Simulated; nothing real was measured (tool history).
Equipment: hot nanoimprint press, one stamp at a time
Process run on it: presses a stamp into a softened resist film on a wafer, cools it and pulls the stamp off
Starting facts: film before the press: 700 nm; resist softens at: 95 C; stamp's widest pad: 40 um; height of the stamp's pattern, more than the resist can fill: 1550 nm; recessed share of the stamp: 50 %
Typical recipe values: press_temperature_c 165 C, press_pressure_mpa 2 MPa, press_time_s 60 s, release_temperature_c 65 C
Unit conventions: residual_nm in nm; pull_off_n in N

run	hour	press_temperature_c	press_pressure_mpa	press_time_s	release_temperature_c	residual_nm	pull_off_n
1	0	165	2	60	65	274.9	228
# hour 26.7: stamp cleaned and given a new release coat
2	36.7	165	2	60	65	275.8	200
3	62.6	165	2	60	65	274.9	202
4	77.4	165	2	60	71	276.1	198
5	94.5	165	2	60	53	275.5	249
6	119.4	165	2	60	53	278.1	260
7	138.7	165	2	60	65	277.6	232
8	153	165	2	60	65	277.8	239
# hour 161.4: stamp cleaned and given a new release coat
9	180.5	165	2	60	65	278.9	205
10	197.8	165	2	60	65	279.9	210
# hour 211.3: plate thermocouple calibrated
11	216.5	165	2	60	65	269.4	212
12	243.5	165	2	60	65	269.2	214
13	272.9	165	2	60	65	268.8	227
# hour 299.8: stamp cleaned and given a new release coat
14	307.6	165	1.66	60	65	292.8	197
15	324.8	165	1.52	60	65	305.7	200
16	349.4	165	1.52	60	65	305.2	208
17	378.3	174	1.3	36	61	298.6	231
18	408.1	174	2.29	36	61	233.9	242
# hour 435.3: stamp cleaned and given a new release coat
19	438.8	156	2.46	60	65	351	197
20	455.7	156	2.46	60	65	349.7	198
21	475.8	177	1.9	92	62	152.2	218
22	509.3	177	1.9	92	62	152.3	228
23	524.5	160	1.5	61	66	366.1	220
24	558.1	160	1.5	61	66	370.4	233
# hour 569.5: stamp cleaned and given a new release coat
25	588.4	160	1.5	61	66	372.2	200
26	602.2	160	1.5	61	59	371.3	217
27	620.9	160	1.5	61	59	372.2	226
28	635.2	169	2.61	54	62	224.9	225
29	654.1	169	2.61	54	62	224	228
30	671.4	153	2	60	71	426.3	206
31	685.6	154	2.21	50	71	422.8	210

3 ways to go on from here, each from the tool as it stands after run 31. What would each give?
# hour 704.3: stamp cleaned and given a new release coat
A	709.5	165	2	60	59	?	?
# hour 704.3: stamp cleaned and given a new release coat
B	709.5	156	2.21	50	72	?	?
# hour 704.3: stamp cleaned and given a new release coat
C	709.5	154	1.29	97	72	?	?

run	residual_nm	pull_off_n
A	281.9	217
B	397.6	178
C	412.5	178
Stripped of hidden state, with their random variation kept, the same runs would have yielded:
run	residual_nm	pull_off_n
A	266	213
B	376.8	173
C	393.9	174

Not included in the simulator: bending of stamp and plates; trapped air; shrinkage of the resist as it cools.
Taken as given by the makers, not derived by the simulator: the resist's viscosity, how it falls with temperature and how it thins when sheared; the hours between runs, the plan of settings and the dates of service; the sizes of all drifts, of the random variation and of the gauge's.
